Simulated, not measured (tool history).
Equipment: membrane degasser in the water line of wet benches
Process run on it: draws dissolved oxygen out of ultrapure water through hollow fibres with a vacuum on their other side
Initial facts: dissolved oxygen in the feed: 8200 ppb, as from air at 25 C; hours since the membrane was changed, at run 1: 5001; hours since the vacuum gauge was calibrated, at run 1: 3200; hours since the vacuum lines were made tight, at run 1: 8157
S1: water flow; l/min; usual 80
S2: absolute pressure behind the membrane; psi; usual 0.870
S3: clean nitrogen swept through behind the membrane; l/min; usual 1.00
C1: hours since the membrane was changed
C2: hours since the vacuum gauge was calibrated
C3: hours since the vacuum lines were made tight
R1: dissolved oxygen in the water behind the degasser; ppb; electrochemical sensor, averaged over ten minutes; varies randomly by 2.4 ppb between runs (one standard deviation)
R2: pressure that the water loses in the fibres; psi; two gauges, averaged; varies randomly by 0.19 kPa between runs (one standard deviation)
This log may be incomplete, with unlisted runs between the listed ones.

run    hour  S1     S2    S3    C1    C2    C3      R1     R2
  1     0.0  80  0.870  1.00  5001  3200  8157   363.4  5.583
       30.3  -- vacuum gauge calibrated
  2   189.7  80  0.870  1.00  5190   159  8347   365.3  5.642
  3   338.6  80  0.870  1.00  5339   308  8495   363.4  5.658
  4   491.2  80  0.870  0.52  5491   461  8648   533.3  5.635
  5   624.3  66  0.870  0.52  5625   594  8781   476.1  4.663
  6   838.0  66  0.870  0.52  5838   808  8995   476.8  4.647
  7  1009.6  66  0.870  0.52  6010   979  9167   482.0  4.688
     1102.2  -- seals of the vacuum lines changed
  8  1190.4  66  0.870  0.52  6189  1158    88   478.8  4.666
  9  1280.0  66  0.870  0.52  6278  1248   178   481.0  4.653
 10  1387.5  80  0.870  0.53  6386  1355   285   530.4  5.658
 11  1570.0  69  1.768  1.00  6568  1538   468   997.0  4.924
 12  1746.5  49  1.768  1.00  6745  1714   644   791.9  3.493
 13  1918.2  49  1.768  1.00  6917  1886   816   781.7  3.445
 14  2129.5  49  1.768  1.00  7128  2097  1027   779.8  3.507
 15  2260.3  49  1.768  1.00  7259  2228  1158   783.4  3.501
 16  2476.0  49  1.768  1.00  7474  2444  1374   782.6  3.524
 17  2611.1  69  0.873  0.57  7609  2579  1509   468.3  4.915
 18  2821.0  56  0.857  1.00  7819  2789  1719   279.0  4.015
 19  2976.1  70  0.686  1.00  7974  2944  1874   185.0  4.995
 20  3071.8  96  1.958  1.00  8070  3039  1970  1368.8  6.891

Each row is a separate what-if for the run after 20, all from the same tool condition, not one after another. Results?
  A  3163.1  118  1.958  0.45  8161  3131  2061   ?   ?
  B  3163.1   80  0.645  1.45  8161  3131  2061   ?   ?
  C  3163.1   59  1.178  1.00  8161  3131  2061   ?   ?

run      R1     R2
  A  2248.1  8.406
  B   129.8  5.768
  C   506.5  4.228
The same runs, with their run-to-run variation unchanged, on a tool lacking any hidden condition would have given:
run      R1     R2
  A  2247.7  8.241
  B   129.5  5.656
  C   506.3  4.145
